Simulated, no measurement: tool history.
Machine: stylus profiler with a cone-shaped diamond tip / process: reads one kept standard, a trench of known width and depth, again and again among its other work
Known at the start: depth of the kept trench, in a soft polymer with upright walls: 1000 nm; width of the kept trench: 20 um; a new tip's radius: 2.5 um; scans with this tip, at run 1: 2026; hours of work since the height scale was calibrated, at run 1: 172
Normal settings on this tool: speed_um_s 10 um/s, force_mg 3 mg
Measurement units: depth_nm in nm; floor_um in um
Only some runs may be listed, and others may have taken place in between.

| run | day | speed_um_s | force_mg | scans with this tip | hours of work since the height scale was calibrated | depth_nm | floor_um |
|---|---|---|---|---|---|---|---|
| 1 | 0 | 10 | 3 | 2026 | 172 | 1008.01 | 15.63 |
| 2 | 3.829 | 10 | 3 | 2561 | 218 | 1008.15 | 15.49 |
| 3 | 7.9 | 10 | 7.98 | 3130 | 266 | 1015.87 | 15.39 |
| 4 | 11.771 | 10 | 3 | 3671 | 312 | 1008.2 | 15.32 |
| 5 | 14.15 | 9 | 3 | 4003 | 341 | 1008.33 | 15.21 |
| 6 | 16.767 | 9 | 3 | 4369 | 372 | 1008.57 | 15.17 |
| 7 | 20.742 | 9 | 3 | 4925 | 419 | 1008.43 | 15.06 |
| 8 | 22.725 | 9 | 3 | 5201 | 443 | 1008.43 | 15.06 |
| 9 | 26.133 | 10 | 3 | 5678 | 483 | 1008.45 | 14.98 |
| 10 | 29.525 | 10 | 3 | 6152 | 523 | 1008.55 | 14.93 |
| 11 | 33.771 | 10 | 3 | 6745 | 574 | 1008.76 | 14.79 |
| 12 | 36.021 | 8 | 3.52 | 7059 | 601 | 1009.67 | 14.74 |
| 13 | 39.154 | 30 | 2.92 | 7498 | 638 | 1008.5 | 14.62 |
| 14 | 42.821 | 30 | 2.92 | 8010 | 682 | 1008.76 | 14.58 |
| 15 | 45.812 | 30 | 2.92 | 8428 | 717 | 1008.74 | 14.46 |
| 16 | 49.758 | 22 | 4.46 | 8979 | 764 | 1011.29 | 14.39 |
| 17 | 52.629 | 20 | 3 | 9380 | 798 | 1008.94 | 14.41 |
|  | 53.704 | height scale calibrated on a step standard |
| 18 | 55.833 | 21 | 6.37 | 9825 | 25 | 1013.49 | 14.3 |
| 19 | 57.671 | 21 | 6.37 | 10082 | 47 | 1013.96 | 14.3 |
| 20 | 61.233 | 21 | 6.37 | 10580 | 90 | 1014.01 | 14.22 |
| 21 | 64.212 | 21 | 6.37 | 10996 | 125 | 1013.91 | 14.12 |
| 22 | 66.225 | 21 | 6.37 | 11277 | 149 | 1014.18 | 14.1 |

Alternative continuations, all from the tool just after run 22; predict every row:
| A | 68.721 | 25 | 2.06 | 11626 | 179 | ? | ? |
| B | 68.721 | 8 | 2.14 | 11626 | 179 | ? | ? |
| C | 68.721 | 9 | 1.05 | 11626 | 179 | ? | ? |
| D | 68.721 | 3 | 4.25 | 11626 | 179 | ? | ? |
| E | 68.721 | 10 | 8.18 | 11626 | 179 | ? | ? |

| run | depth_nm | floor_um |
|---|---|---|
| A | 1006.69 | 14.04 |
| B | 1006.71 | 14.02 |
| C | 1004.26 | 14.03 |
| D | 1010.67 | 14.11 |
| E | 1016.46 | 14.07 |
What these runs would have given with no unlogged condition in the tool:
| run | depth_nm | floor_um |
|---|---|---|
| A | 1006.56 | 15.96 |
| B | 1006.58 | 15.93 |
| C | 1004.13 | 15.95 |
| D | 1010.54 | 16.02 |
| E | 1016.32 | 15.98 |

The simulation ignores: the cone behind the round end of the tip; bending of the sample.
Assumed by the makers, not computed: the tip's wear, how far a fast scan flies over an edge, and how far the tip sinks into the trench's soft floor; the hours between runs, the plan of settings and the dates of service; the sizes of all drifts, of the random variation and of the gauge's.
